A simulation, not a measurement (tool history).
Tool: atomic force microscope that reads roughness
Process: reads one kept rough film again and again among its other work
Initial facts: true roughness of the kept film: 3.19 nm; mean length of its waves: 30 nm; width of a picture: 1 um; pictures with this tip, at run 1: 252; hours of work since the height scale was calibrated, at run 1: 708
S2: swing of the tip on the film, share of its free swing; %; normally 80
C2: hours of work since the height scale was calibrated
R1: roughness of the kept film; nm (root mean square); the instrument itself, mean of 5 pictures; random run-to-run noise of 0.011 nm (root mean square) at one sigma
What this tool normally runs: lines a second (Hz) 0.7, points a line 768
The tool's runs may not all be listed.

Run 1, day 0: usual settings; pictures with this tip 252; C2 708. Result: R1 2.236 nm (root mean square).
At day 0.792: new tip fitted.
Run 2, day 1.879: usual settings; pictures with this tip 61; C2 742. Result: R1 2.522 nm (root mean square).
Run 3, day 3.688: usual settings but lines a second (Hz) 1.358; pictures with this tip 163; C2 775. Result: R1 2.304 nm (root mean square).
Run 4, day 5.696: usual settings but lines a second (Hz) 1.358; pictures with this tip 276; C2 812. Result: R1 2.151 nm (root mean square).
At day 6.058: new tip fitted.
Run 5, day 8.496: usual settings but lines a second (Hz) 1.913; pictures with this tip 137; C2 863. Result: R1 2.243 nm (root mean square).
Run 6, day 11.062: usual settings but lines a second (Hz) 1.913, S2 68 %; pictures with this tip 281; C2 910. Result: R1 2.193 nm (root mean square).
At day 11.4: new tip fitted.
Run 7, day 13.133: usual settings but lines a second (Hz) 1.86; pictures with this tip 98; C2 948. Result: R1 2.329 nm (root mean square).
Run 8, day 15.646: usual settings but S2 62 %; pictures with this tip 239; C2 994. Result: R1 2.333 nm (root mean square).
At day 16.746: new tip fitted.
Run 9, day 17.058: usual settings but lines a second (Hz) 0.63; pictures with this tip 17; C2 1019. Result: R1 2.62 nm (root mean square).
Run 10, day 19.542: usual settings but points a line 1021; pictures with this tip 157; C2 1065. Result: R1 2.387 nm (root mean square).
Run 11, day 21.429: usual settings; pictures with this tip 263; C2 1100. Result: R1 2.22 nm (root mean square).
At day 22.125: new tip fitted.
Run 12, day 23.958: usual settings but S2 79 %; pictures with this tip 104; C2 1146. Result: R1 2.455 nm (root mean square).
Run 13, day 26.65: usual settings; pictures with this tip 255; C2 1195. Result: R1 2.273 nm (root mean square).
At day 27.579: new tip fitted.
Run 14, day 28.467: usual settings; pictures with this tip 50; C2 1228. Result: R1 2.549 nm (root mean square).
At day 28.708: height scale calibrated on a step standard.
Run 15, day 30.6: usual settings; pictures with this tip 168; C2 35. Result: R1 2.319 nm (root mean square).
At day 32.933: new tip fitted.
Run 16, day 33.167: usual settings; pictures with this tip 13; C2 81. Result: R1 2.589 nm (root mean square).
Run 17, day 35.038: usual settings but S2 75 %; pictures with this tip 119; C2 116. Result: R1 2.434 nm (root mean square).
Run 18, day 36.512: usual settings but S2 75 %; pictures with this tip 202; C2 143. Result: R1 2.324 nm (root mean square).
At day 38.242: height scale calibrated on a step standard, once more.
At day 38.262: new tip fitted.
Run 19, day 38.7: usual settings but S2 75 %; pictures with this tip 24; C2 8. Result: R1 2.66 nm (root mean square).
Run 20, day 40.583: usual settings; pictures with this tip 130; C2 43. Result: R1 2.461 nm (root mean square).
Run 21, day 43.292: usual settings; pictures with this tip 283; C2 92. Result: R1 2.27 nm (root mean square).
At day 43.55: new tip fitted.
Run 22, day 45.446: usual settings; pictures with this tip 107; C2 132. Result: R1 2.481 nm (root mean square).
Run 23, day 46.829: usual settings; pictures with this tip 185; C2 157. Result: R1 2.396 nm (root mean square).
At day 48.996: new tip fitted.
Run 24, day 49.538: usual settings but S2 60 %, points a line 522; pictures with this tip 31; C2 206. Result: R1 2.674 nm (root mean square).
Run 25, day 50.821: usual settings but S2 60 %, points a line 522; pictures with this tip 103; C2 230. Result: R1 2.586 nm (root mean square).
Run 26, day 52.788: usual settings but S2 69 %, points a line 601; pictures with this tip 214; C2 266. Result: R1 2.391 nm (root mean square).
At day 54.404: new tip fitted.
Run 27, day 55.5: usual settings but S2 67 %, points a line 774; pictures with this tip 61; C2 315. Result: R1 2.618 nm (root mean square).
Run 28, day 57.146: usual settings but lines a second (Hz) 0.76, S2 67 %, points a line 715; pictures with this tip 154; C2 346. Result: R1 2.457 nm (root mean square).
At day 59.688: new tip fitted.
Run 29, day 59.688: usual settings but lines a second (Hz) 1.837, S2 81 %, points a line 715; pictures with this tip 0; C2 392. Result: R1 2.492 nm (root mean square).
Run 30, day 61.308: usual settings but lines a second (Hz) 0.504, S2 65 %; pictures with this tip 91; C2 422. Result: R1 2.605 nm (root mean square).
Run 31, day 62.883: usual settings but points a line 819; pictures with this tip 180; C2 451. Result: R1 2.384 nm (root mean square).
Run 32, day 64.15: usual settings but points a line 819; pictures with this tip 251; C2 474. Result: R1 2.285 nm (root mean square).
At day 65.025: new tip fitted.
Run 33, day 66.646: usual settings but lines a second (Hz) 3.019, S2 65 %, points a line 536; pictures with this tip 91; C2 519. Result: R1 2.402 nm (root mean square).
Run 34, day 67.975: usual settings but lines a second (Hz) 0.596, S2 64 %, points a line 601; pictures with this tip 166; C2 544. Result: R1 2.428 nm (root mean square).
Run 35, day 69.942: usual settings but lines a second (Hz) 0.925, S2 81 %, points a line 815; pictures with this tip 277; C2 580. Result: R1 2.181 nm (root mean square).
At day 70.458: new tip fitted.
Run 36, day 71.508: usual settings but points a line 439; pictures with this tip 59; C2 608. Result: R1 2.518 nm (root mean square).
Run 37, day 72.962: usual settings but S2 70 %, points a line 566; pictures with this tip 141; C2 635. Result: R1 2.464 nm (root mean square).
Run 38, day 74.392: usual settings but S2 70 %, points a line 566; pictures with this tip 221; C2 661. Result: R1 2.339 nm (root mean square).
At day 75.867: new tip fitted.
Run 39, day 76.85: usual settings but S2 70 %, points a line 566; pictures with this tip 55; C2 706. Result: R1 2.588 nm (root mean square).
Run 40, day 78.962: usual settings but lines a second (Hz) 1.684, S2 71 %, points a line 566; pictures with this tip 174; C2 745. Result: R1 2.309 nm (root mean square).
At day 81.275: new tip fitted.
Run 41, day 81.442: usual settings but lines a second (Hz) 1.684, S2 71 %, points a line 566; pictures with this tip 10; C2 790. Result: R1 2.565 nm (root mean square).
Run 42, day 83.846: usual settings but lines a second (Hz) 1.684, S2 71 %, points a line 566; pictures with this tip 145; C2 834. Result: R1 2.345 nm (root mean square).
Run 43, day 84.992: usual settings but lines a second (Hz) 1.022, S2 71 %, points a line 905; pictures with this tip 210; C2 855. Result: R1 2.323 nm (root mean square).
At day 86.533: new tip fitted.
Run 44, day 87.504: usual settings but lines a second (Hz) 1.022, S2 71 %, points a line 905; pictures with this tip 55; C2 901. Result: R1 2.563 nm (root mean square).

Selected run-to-run steps in R1, each split into two signed amounts: the part the tool would show with no hidden state at all (from settings, incoming material and random variation), and the remainder, which goes to the hidden state together with any gauge scatter not common to the measured and the hidden-state-free results:
The hidden state here: radius of the tip, nm; height scale over the true one, %; drift of the gauge itself on roughness_nm, %.
Run 8 -> 9: lines a second (Hz) 0.7 -> 0.63, S2 62 -> 80, new tip fitted. R1 +0.287 nm (root mean square): hidden state +0.328, all else -0.041.
Run 18 -> 19: height scale calibrated on a step standard, once more, new tip fitted. R1 +0.336 nm (root mean square): hidden state +0.328, all else +0.008.
Run 35 -> 36: lines a second (Hz) 0.925 -> 0.7, S2 81 -> 80, points a line 815 -> 439, new tip fitted. R1 +0.337 nm (root mean square): hidden state +0.309, all else +0.028.
